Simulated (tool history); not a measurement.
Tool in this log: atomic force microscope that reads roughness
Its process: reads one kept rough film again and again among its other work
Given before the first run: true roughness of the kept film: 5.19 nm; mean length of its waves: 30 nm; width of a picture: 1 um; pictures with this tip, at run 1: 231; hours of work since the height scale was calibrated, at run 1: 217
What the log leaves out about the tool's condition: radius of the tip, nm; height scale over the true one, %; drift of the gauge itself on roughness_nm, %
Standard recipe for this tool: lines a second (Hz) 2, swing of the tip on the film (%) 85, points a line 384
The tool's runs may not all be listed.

run	hour	lines a second (Hz)	swing of the tip on the film (%)	points a line	pictures with this tip	hours of work since the height scale was calibrated	roughness of the kept film (nm (root mean square))
1	0	2	85	384	231	217	2.926
2	17.6	2	85	384	248	229	2.885
# hour 19.8: new tip fitted
3	31.5	2	85	384	12	237	3.563
4	42.2	2	85	384	22	244	3.536
5	51.1	2	85	384	31	249	3.483
6	65.5	2	85	384	45	258	3.44
7	81.9	2	85	384	61	269	3.409
# hour 84.2: height scale calibrated on a step standard
8	98.5	2	85	384	76	9	3.359
9	113.6	2.71	85	384	91	19	3.081
# hour 124.5: height scale calibrated on a step standard, once more
10	128.7	2.71	85	384	104	3	3.062
11	139	0.95	74	314	114	9	3.846
12	150.1	1.87	85	328	125	16	3.237

Run 13 comes next. What will it give?
13	169	0.6	56	1003	144	28	?

{"run 13": {"roughness of the kept film (nm (root mean square))": 3.964}}
With the hidden condition absent and the run-to-run variation left alone, this run would have shown roughness of the kept film (nm (root mean square)) 4.571.
